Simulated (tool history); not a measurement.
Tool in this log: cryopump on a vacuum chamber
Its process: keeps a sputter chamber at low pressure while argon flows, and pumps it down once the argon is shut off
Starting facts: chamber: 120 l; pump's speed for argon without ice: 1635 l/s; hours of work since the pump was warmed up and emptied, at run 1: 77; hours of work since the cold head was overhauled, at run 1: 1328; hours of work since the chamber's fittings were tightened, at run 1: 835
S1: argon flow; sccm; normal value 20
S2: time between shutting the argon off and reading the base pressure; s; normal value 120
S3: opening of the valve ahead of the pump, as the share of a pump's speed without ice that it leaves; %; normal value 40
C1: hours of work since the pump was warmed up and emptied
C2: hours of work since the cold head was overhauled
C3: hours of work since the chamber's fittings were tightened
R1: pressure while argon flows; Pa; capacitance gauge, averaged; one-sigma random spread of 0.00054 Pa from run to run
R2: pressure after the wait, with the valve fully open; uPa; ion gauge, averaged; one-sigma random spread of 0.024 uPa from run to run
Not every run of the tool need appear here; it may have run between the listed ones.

run	hour	S1	S2	S3	C1	C2	C3	R1	R2
1	0	20	120	40	77	1328	835	0.0524	1.56
2	43.7	20	120	40	114	1364	871	0.054	1.54
3	79.3	20	120	40	144	1394	901	0.0545	1.64
4	125.2	20	120	40	183	1433	940	0.0548	1.76
5	167.7	20	120	40	219	1469	976	0.0556	1.74
6	212.4	14	88	20	256	1507	1014	0.0754	2.08
7	247.9	35	88	20	286	1537	1044	0.193	2.16
8	277.6	9	203	40	311	1562	1069	0.0264	1.66

Forecast run 9:
9	324.6	13	45	34	351	1601	1108	?	?

{"run 9": {"R1": 0.0447, "R2": 3.26}}
Without the tool's hidden state the same run would have given R1 0.0395 Pa, R2 2.06 uPa.
